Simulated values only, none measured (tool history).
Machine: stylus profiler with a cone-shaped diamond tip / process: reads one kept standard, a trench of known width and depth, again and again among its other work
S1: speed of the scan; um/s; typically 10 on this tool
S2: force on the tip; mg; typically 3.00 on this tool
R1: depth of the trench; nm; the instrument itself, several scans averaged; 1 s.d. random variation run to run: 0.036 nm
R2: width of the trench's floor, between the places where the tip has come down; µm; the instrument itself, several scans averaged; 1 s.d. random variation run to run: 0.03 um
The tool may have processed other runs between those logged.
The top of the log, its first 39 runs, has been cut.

run     day  S1    S2      R1     R2
 40  72.254   3  6.49  102.38  98.45
 41  73.383   3  6.49  102.42  98.43
 42  75.333   3  6.49  102.39  98.41
 43  77.688   3  6.49  102.32  98.43
 44  80.246  13  3.00  101.36  98.33
 45  81.450  13  3.00  101.30  98.38
 46  83.792  26  7.48  102.60  98.30
 47  86.283  10  2.86  101.32  98.33

Predict each of these 3 candidate next runs independently; none follows another, all start after run 47:
  A  88.625  40  3.00   ?   ?
  B  88.625   2  6.01   ?   ?
  C  88.625  26  4.71   ?   ?

run      R1     R2
  A  101.34  98.20
  B  102.18  98.39
  C  101.85  98.30
With no hidden state in the tool, these same runs would have given:
run      R1     R2
  A  101.46  98.57
  B  102.30  98.76
  C  101.97  98.67
